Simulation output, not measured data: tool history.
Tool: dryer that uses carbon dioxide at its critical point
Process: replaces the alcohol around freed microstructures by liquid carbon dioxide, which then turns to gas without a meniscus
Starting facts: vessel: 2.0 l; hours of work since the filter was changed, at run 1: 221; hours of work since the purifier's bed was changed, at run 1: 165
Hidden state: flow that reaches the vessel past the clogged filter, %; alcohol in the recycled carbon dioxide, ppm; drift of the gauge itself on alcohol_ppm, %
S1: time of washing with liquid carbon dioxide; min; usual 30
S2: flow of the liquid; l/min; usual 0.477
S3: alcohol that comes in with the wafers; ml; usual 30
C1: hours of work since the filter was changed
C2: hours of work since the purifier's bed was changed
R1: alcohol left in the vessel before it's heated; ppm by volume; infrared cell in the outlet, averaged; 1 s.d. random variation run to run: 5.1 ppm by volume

Run 1, hour 0: usual settings; C1 221; C2 165. Result: R1 119 ppm by volume.
Run 2, hour 35.1: usual settings; C1 246; C2 191. Result: R1 129 ppm by volume.
Run 3, hour 82.6: usual settings; C1 281; C2 225. Result: R1 145 ppm by volume.
Run 4, hour 123: usual settings but S2 0.617 l/min; C1 310; C2 255. Result: R1 84 ppm by volume.
Run 5, hour 165.4: usual settings but S2 0.304 l/min; C1 341; C2 286. Result: R1 660 ppm by volume.
At hour 189.9: inlet filter changed.
Run 6, hour 215.9: usual settings but S2 0.304 l/min; C1 19; C2 322. Result: R1 548 ppm by volume.
Run 7, hour 261.6: usual settings but S2 0.304 l/min; C1 52; C2 355. Result: R1 564 ppm by volume.
Run 8, hour 302.9: usual settings but S2 0.304 l/min; C1 82; C2 385. Result: R1 565 ppm by volume.
Run 9, hour 359.9: usual settings but S2 0.304 l/min; C1 124; C2 427. Result: R1 599 ppm by volume.
Run 10, hour 411.6: usual settings but S2 0.304 l/min; C1 162; C2 464. Result: R1 638 ppm by volume.
Run 11, hour 453.6: usual settings but S2 0.534 l/min, S3 107 ml; C1 192; C2 495. Result: R1 228 ppm by volume.
Run 12, hour 484.5: usual settings but S1 44 min, S2 0.31 l/min, S3 74 ml; C1 215; C2 518. Result: R1 385 ppm by volume.
Run 13, hour 516.4: usual settings but S1 19 min, S2 0.337 l/min; C1 238; C2 541. Result: R1 1496 ppm by volume.
Run 14, hour 560.2: usual settings but S2 0.372 l/min, S3 53 ml; C1 270; C2 573. Result: R1 587 ppm by volume.

Forecast run 15:
Run 15, hour 583.9: usual settings but S1 24 min, S2 0.355 l/min, S3 24 ml; C1 287; C2 590. Result: R1 ?.

Run 15 yielded R1 696 ppm by volume.
Were there no unlogged condition in the tool, this run, its random variation unchanged, would have produced R1 456 ppm by volume.
